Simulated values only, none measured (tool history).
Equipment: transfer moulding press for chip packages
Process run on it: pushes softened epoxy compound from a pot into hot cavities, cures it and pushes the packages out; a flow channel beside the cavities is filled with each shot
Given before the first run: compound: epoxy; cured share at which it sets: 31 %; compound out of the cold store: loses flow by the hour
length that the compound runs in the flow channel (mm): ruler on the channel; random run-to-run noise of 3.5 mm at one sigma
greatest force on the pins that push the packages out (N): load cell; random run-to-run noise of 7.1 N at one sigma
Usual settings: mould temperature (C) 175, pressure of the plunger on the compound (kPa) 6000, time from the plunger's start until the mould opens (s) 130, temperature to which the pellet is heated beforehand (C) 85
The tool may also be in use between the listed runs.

| run | hour | mould temperature (C) | pressure of the plunger on the compound (kPa) | time from the plunger's start until the mould opens (s) | temperature to which the pellet is heated beforehand (C) | incoming compound's hours out of the cold store | length that the compound runs in the flow channel (mm) | greatest force on the pins that push the packages out (N) |
|---|---|---|---|---|---|---|---|---|
| 1 | 0 | 175 | 6000 | 130 | 85 | 10.3 | 672 | 286 |
| 2 | 37.2 | 175 | 6000 | 130 | 85 | 46.7 | 588 | 294 |
|  | 70.6 | cavities cleaned with cleaning compound and waxed |
| 3 | 95.1 | 175 | 6840 | 130 | 85 | 47.2 | 632 | 285 |
|  | 149.2 | cavities cleaned with cleaning compound and waxed |
| 4 | 152.9 | 175 | 6840 | 130 | 85 | 40.8 | 643 | 281 |
| 5 | 199.8 | 175 | 6000 | 130 | 85 | 26.2 | 632 | 295 |
|  | 227.8 | cavities cleaned with cleaning compound and waxed |
| 6 | 248.4 | 175 | 6000 | 130 | 85 | 10.5 | 671 | 292 |
|  | 256 | mould's thermocouples calibrated |
| 7 | 300.6 | 175 | 6000 | 130 | 85 | 19.3 | 653 | 301 |
|  | 307.2 | cavities cleaned with cleaning compound and waxed |
| 8 | 345.5 | 175 | 6000 | 130 | 85 | 45 | 595 | 298 |
|  | 385.6 | cavities cleaned with cleaning compound and waxed |
| 9 | 388.8 | 175 | 6000 | 130 | 85 | 46.4 | 590 | 285 |
|  | 406.7 | plunger's sealing rings changed |
| 10 | 420.8 | 175 | 6000 | 130 | 85 | 29.5 | 630 | 281 |
|  | 464.6 | cavities cleaned with cleaning compound and waxed |
| 11 | 490 | 175 | 6000 | 130 | 85 | 12.7 | 669 | 292 |
|  | 544.7 | cavities cleaned with cleaning compound and waxed |
| 12 | 546.3 | 175 | 6000 | 130 | 85 | 20.3 | 649 | 281 |
| 13 | 609.1 | 175 | 6000 | 130 | 85 | 17.2 | 654 | 289 |
|  | 619.6 | cavities cleaned with cleaning compound and waxed |
| 14 | 677.1 | 175 | 6000 | 130 | 85 | 13.7 | 663 | 294 |
|  | 699.3 | cavities cleaned with cleaning compound and waxed |
| 15 | 735.8 | 175 | 6000 | 130 | 85 | 19.2 | 655 | 304 |
|  | 774.1 | cavities cleaned with cleaning compound and waxed |
| 16 | 785.4 | 183 | 6380 | 136 | 94 | 29.6 | 626 | 272 |
| 17 | 841.7 | 175 | 5430 | 131 | 85 | 43.7 | 572 | 299 |
|  | 851.3 | cavities cleaned with cleaning compound and waxed |
| 18 | 887.7 | 175 | 6360 | 151 | 85 | 9.7 | 696 | 259 |
|  | 901.4 | mould's thermocouples calibrated |
| 19 | 921 | 175 | 6000 | 130 | 76 | 46.6 | 589 | 284 |
|  | 928.9 | cavities cleaned with cleaning compound and waxed |
| 20 | 977.4 | 170 | 6090 | 130 | 85 | 26.2 | 652 | 359 |
|  | 1003.6 | cavities cleaned with cleaning compound and waxed |
| 21 | 1019.2 | 170 | 6090 | 130 | 85 | 44.6 | 604 | 353 |
| 22 | 1075.1 | 170 | 6090 | 130 | 85 | 12.1 | 690 | 378 |
|  | 1081.5 | cavities cleaned with cleaning compound and waxed |
|  | 1119 | plunger's sealing rings changed |
| 23 | 1150.1 | 175 | 5150 | 117 | 85 | 35.5 | 566 | 327 |
|  | 1158 | cavities cleaned with cleaning compound and waxed |
| 24 | 1193.6 | 175 | 5150 | 117 | 85 | 39.8 | 560 | 317 |
|  | 1234.1 | cavities cleaned with cleaning compound and waxed |
| 25 | 1251.8 | 179 | 4680 | 130 | 85 | 36.9 | 532 | 261 |
| 26 | 1296.1 | 175 | 5590 | 116 | 85 | 26.2 | 607 | 320 |
|  | 1310.8 | cavities cleaned with cleaning compound and waxed |
| 27 | 1335 | 176 | 6710 | 137 | 93 | 22.6 | 675 | 285 |
| 28 | 1365.6 | 176 | 6710 | 137 | 93 | 25.5 | 668 | 284 |

3 ways to go on from here, each from the tool as it stands after run 28. What would each give?
|  | 1387.2 | cavities cleaned with cleaning compound and waxed |
| A | 1403.7 | 168 | 6000 | 130 | 81 | 15.8 | ? | ? |
|  | 1387.2 | cavities cleaned with cleaning compound and waxed |
| B | 1403.7 | 176 | 4560 | 163 | 75 | 33.3 | ? | ? |
|  | 1387.2 | cavities cleaned with cleaning compound and waxed |
| C | 1403.7 | 168 | 5830 | 137 | 83 | 29 | ? | ? |

| run | length that the compound runs in the flow channel (mm) | greatest force on the pins that push the packages out (N) |
|---|---|---|
| A | 688 | 440 |
| B | 535 | 261 |
| C | 640 | 374 |
What these runs would have given with no unlogged condition in the tool:
| run | length that the compound runs in the flow channel (mm) | greatest force on the pins that push the packages out (N) |
|---|---|---|
| A | 688 | 438 |
| B | 535 | 259 |
| C | 640 | 372 |
